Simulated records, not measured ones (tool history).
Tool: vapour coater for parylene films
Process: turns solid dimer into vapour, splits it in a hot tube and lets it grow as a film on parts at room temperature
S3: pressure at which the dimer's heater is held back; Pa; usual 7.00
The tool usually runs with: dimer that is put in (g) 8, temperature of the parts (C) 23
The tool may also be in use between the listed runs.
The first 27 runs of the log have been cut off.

run 28 day=12.054 | dimer_that_is_put_in_(g)=3 temperature_of_the_parts_(C)=27 S3=7.00 | thickness_of_the_film_(nm)=590
run 29 day=12.496 | dimer_that_is_put_in_(g)=7 temperature_of_the_parts_(C)=27 S3=9.55 | thickness_of_the_film_(nm)=1300
run 30 day=12.804 | dimer_that_is_put_in_(g)=7 temperature_of_the_parts_(C)=20 S3=4.72 | thickness_of_the_film_(nm)=1790
run 31 day=13.354 | dimer_that_is_put_in_(g)=7 temperature_of_the_parts_(C)=19 S3=4.72 | thickness_of_the_film_(nm)=1830
run 32 day=13.767 | dimer_that_is_put_in_(g)=8 temperature_of_the_parts_(C)=23 S3=9.91 | thickness_of_the_film_(nm)=1710
run 33 day=14.050 | dimer_that_is_put_in_(g)=8 temperature_of_the_parts_(C)=25 S3=9.91 | thickness_of_the_film_(nm)=1560
run 34 day=14.508 | dimer_that_is_put_in_(g)=7 temperature_of_the_parts_(C)=23 S3=7.00 | thickness_of_the_film_(nm)=1530
run 35 day=14.867 | dimer_that_is_put_in_(g)=7 temperature_of_the_parts_(C)=16 S3=4.64 | thickness_of_the_film_(nm)=2060
run 36 day=15.475 | dimer_that_is_put_in_(g)=13 temperature_of_the_parts_(C)=18 S3=7.88 | thickness_of_the_film_(nm)=3340

What if the next run were any one of these 5? Each begins from the tool's condition after run 36:
run A day=16.104 | dimer_that_is_put_in_(g)=13 temperature_of_the_parts_(C)=18 S3=2.31 | thickness_of_the_film_(nm)=?
run B day=16.104 | dimer_that_is_put_in_(g)=5 temperature_of_the_parts_(C)=23 S3=4.16 | thickness_of_the_film_(nm)=?
run C day=16.104 | dimer_that_is_put_in_(g)=3 temperature_of_the_parts_(C)=23 S3=7.00 | thickness_of_the_film_(nm)=?
run D day=16.104 | dimer_that_is_put_in_(g)=4 temperature_of_the_parts_(C)=18 S3=2.89 | thickness_of_the_film_(nm)=?
run E day=16.104 | dimer_that_is_put_in_(g)=12 temperature_of_the_parts_(C)=18 S3=7.88 | thickness_of_the_film_(nm)=?

run=A thickness_of_the_film_(nm)=3720
run=B thickness_of_the_film_(nm)=1160
run=C thickness_of_the_film_(nm)=670
run=D thickness_of_the_film_(nm)=1150
run=E thickness_of_the_film_(nm)=3120
Had the tool no hidden state, the same runs would have come out as:
run=A thickness_of_the_film_(nm)=3820
run=B thickness_of_the_film_(nm)=1200
run=C thickness_of_the_film_(nm)=690
run=D thickness_of_the_film_(nm)=1190
run=E thickness_of_the_film_(nm)=3200
